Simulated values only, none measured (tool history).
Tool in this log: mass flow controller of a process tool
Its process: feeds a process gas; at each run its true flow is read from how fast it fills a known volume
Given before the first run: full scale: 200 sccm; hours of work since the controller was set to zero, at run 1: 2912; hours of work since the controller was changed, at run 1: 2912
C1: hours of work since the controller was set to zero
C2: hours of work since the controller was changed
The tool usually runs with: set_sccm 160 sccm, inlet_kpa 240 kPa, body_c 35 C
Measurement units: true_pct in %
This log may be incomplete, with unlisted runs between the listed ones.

run 1 hour=0.0 | set_sccm=160 inlet_kpa=240 body_c=35 | C1=2912 C2=2912 | true_pct=99.85
run 2 hour=289.3 | set_sccm=160 inlet_kpa=240 body_c=35 | C1=3049 C2=3049 | true_pct=99.79
run 3 hour=462.4 | set_sccm=160 inlet_kpa=240 body_c=35 | C1=3131 C2=3131 | true_pct=99.66
run 4 hour=687.4 | set_sccm=160 inlet_kpa=240 body_c=35 | C1=3238 C2=3238 | true_pct=99.64
run 5 hour=914.9 | set_sccm=160 inlet_kpa=240 body_c=35 | C1=3345 C2=3345 | true_pct=99.49
run 6 hour=1158.9 | set_sccm=160 inlet_kpa=191 body_c=35 | C1=3461 C2=3461 | true_pct=99.02
run 7 hour=1424.1 | set_sccm=160 inlet_kpa=191 body_c=35 | C1=3586 C2=3586 | true_pct=98.99
run 8 hour=1680.1 | set_sccm=160 inlet_kpa=177 body_c=35 | C1=3708 C2=3708 | true_pct=98.83
run 9 hour=1829.1 | set_sccm=160 inlet_kpa=240 body_c=33 | C1=3778 C2=3778 | true_pct=99.20
run 10 hour=1965.7 | set_sccm=160 inlet_kpa=240 body_c=33 | C1=3843 C2=3843 | true_pct=99.12
run 11 hour=2273.8 | set_sccm=160 inlet_kpa=240 body_c=24 | C1=3989 C2=3989 | true_pct=99.39
run 12 hour=2459.0 | set_sccm=160 inlet_kpa=240 body_c=26 | C1=4076 C2=4076 | true_pct=99.10
run 13 hour=2696.4 | set_sccm=160 inlet_kpa=240 body_c=26 | C1=4189 C2=4189 | true_pct=99.00
run 14 hour=2977.1 | set_sccm=160 inlet_kpa=240 body_c=26 | C1=4321 C2=4321 | true_pct=98.87
run 15 hour=3101.4 | set_sccm=160 inlet_kpa=240 body_c=26 | C1=4380 C2=4380 | true_pct=98.72
run 16 hour=3242.3 | set_sccm=160 inlet_kpa=240 body_c=26 | C1=4447 C2=4447 | true_pct=98.75
run 17 hour=3482.8 | set_sccm=160 inlet_kpa=243 body_c=35 | C1=4561 C2=4561 | true_pct=98.43
run 18 hour=3651.7 | set_sccm=160 inlet_kpa=243 body_c=35 | C1=4641 C2=4641 | true_pct=98.36
run 19 hour=3849.8 | set_sccm=160 inlet_kpa=240 body_c=35 | C1=4735 C2=4735 | true_pct=98.29
run 20 hour=4116.2 | set_sccm=160 inlet_kpa=240 body_c=35 | C1=4861 C2=4861 | true_pct=98.26
run 21 hour=4371.0 | set_sccm=160 inlet_kpa=240 body_c=35 | C1=4981 C2=4981 | true_pct=98.16
run 22 hour=4653.6 | set_sccm=160 inlet_kpa=251 body_c=35 | C1=5115 C2=5115 | true_pct=98.16
run 23 hour=4945.4 | set_sccm=160 inlet_kpa=251 body_c=35 | C1=5253 C2=5253 | true_pct=98.02
run 24 hour=5071.7 | set_sccm=101 inlet_kpa=236 body_c=35 | C1=5313 C2=5313 | true_pct=97.42
run 25 hour=5211.9 | set_sccm=101 inlet_kpa=236 body_c=35 | C1=5379 C2=5379 | true_pct=97.65
run 26 hour=5367.3 | set_sccm=58 inlet_kpa=203 body_c=33 | C1=5453 C2=5453 | true_pct=97.22
run 27 hour=5496.2 | set_sccm=58 inlet_kpa=203 body_c=33 | C1=5514 C2=5514 | true_pct=96.99
run 28 hour=5661.2 | set_sccm=58 inlet_kpa=203 body_c=33 | C1=5592 C2=5592 | true_pct=96.97
-- hour=5877.2 gauge calibrated
run 29 hour=5880.1 | set_sccm=58 inlet_kpa=203 body_c=33 | C1=5696 C2=5696 | true_pct=99.28
run 30 hour=6079.2 | set_sccm=58 inlet_kpa=203 body_c=33 | C1=5790 C2=5790 | true_pct=99.22
run 31 hour=6250.9 | set_sccm=58 inlet_kpa=203 body_c=33 | C1=5871 C2=5871 | true_pct=99.11
run 32 hour=6445.6 | set_sccm=115 inlet_kpa=203 body_c=30 | C1=5963 C2=5963 | true_pct=99.48
run 33 hour=6701.0 | set_sccm=83 inlet_kpa=143 body_c=24 | C1=6084 C2=6084 | true_pct=98.88
run 34 hour=6972.6 | set_sccm=83 inlet_kpa=143 body_c=24 | C1=6213 C2=6213 | true_pct=98.81
run 35 hour=7191.0 | set_sccm=67 inlet_kpa=143 body_c=24 | C1=6316 C2=6316 | true_pct=98.61
run 36 hour=7488.4 | set_sccm=160 inlet_kpa=258 body_c=35 | C1=6457 C2=6457 | true_pct=99.26
run 37 hour=7637.6 | set_sccm=160 inlet_kpa=222 body_c=35 | C1=6528 C2=6528 | true_pct=99.01
run 38 hour=7814.0 | set_sccm=182 inlet_kpa=220 body_c=27 | C1=6611 C2=6611 | true_pct=99.21
-- hour=7954.5 controller exchanged for a calibrated one
run 39 hour=8102.7 | set_sccm=155 inlet_kpa=207 body_c=28 | C1=70 C2=70 | true_pct=98.88
run 40 hour=8251.8 | set_sccm=31 inlet_kpa=240 body_c=32 | C1=141 C2=141 | true_pct=98.54
run 41 hour=8467.6 | set_sccm=146 inlet_kpa=189 body_c=35 | C1=243 C2=243 | true_pct=98.41
run 42 hour=8715.3 | set_sccm=87 inlet_kpa=189 body_c=31 | C1=360 C2=360 | true_pct=98.14
run 43 hour=8864.4 | set_sccm=87 inlet_kpa=158 body_c=31 | C1=431 C2=431 | true_pct=97.92
run 44 hour=9036.1 | set_sccm=25 inlet_kpa=185 body_c=35 | C1=512 C2=512 | true_pct=97.71
run 45 hour=9273.1 | set_sccm=35 inlet_kpa=276 body_c=34 | C1=624 C2=624 | true_pct=98.37

For each run, the measured value with the value that run would have given without the tool's hidden condition subtracted. The run-to-run variation is shared by both, the gauge scatter possibly not:
The hidden state here: flow at rest that the sensor doesn't see, % of full scale; true flow over the shown one, %; drift of the gauge itself on true_pct, %.
run=1 true_pct=-0.02
run=2 true_pct=-0.13
run=3 true_pct=-0.20
run=4 true_pct=-0.29
run=5 true_pct=-0.39
run=6 true_pct=-0.48
run=7 true_pct=-0.59
run=8 true_pct=-0.69
run=9 true_pct=-0.75
run=10 true_pct=-0.81
run=11 true_pct=-0.94
run=12 true_pct=-1.01
run=13 true_pct=-1.10
run=14 true_pct=-1.22
run=15 true_pct=-1.27
run=16 true_pct=-1.33
run=17 true_pct=-1.42
run=18 true_pct=-1.49
run=19 true_pct=-1.57
run=20 true_pct=-1.68
run=21 true_pct=-1.78
run=22 true_pct=-1.90
run=23 true_pct=-2.02
run=24 true_pct=-2.06
run=25 true_pct=-2.12
run=26 true_pct=-2.16
run=27 true_pct=-2.21
run=28 true_pct=-2.28
run=29 true_pct=-0.03
run=30 true_pct=-0.11
run=31 true_pct=-0.17
run=32 true_pct=-0.26
run=33 true_pct=-0.36
run=34 true_pct=-0.47
run=35 true_pct=-0.56
run=36 true_pct=-0.69
run=37 true_pct=-0.74
run=38 true_pct=-0.82
run=39 true_pct=-0.90
run=40 true_pct=-0.95
run=41 true_pct=-1.04
run=42 true_pct=-1.13
run=43 true_pct=-1.19
run=44 true_pct=-1.26
run=45 true_pct=-1.37
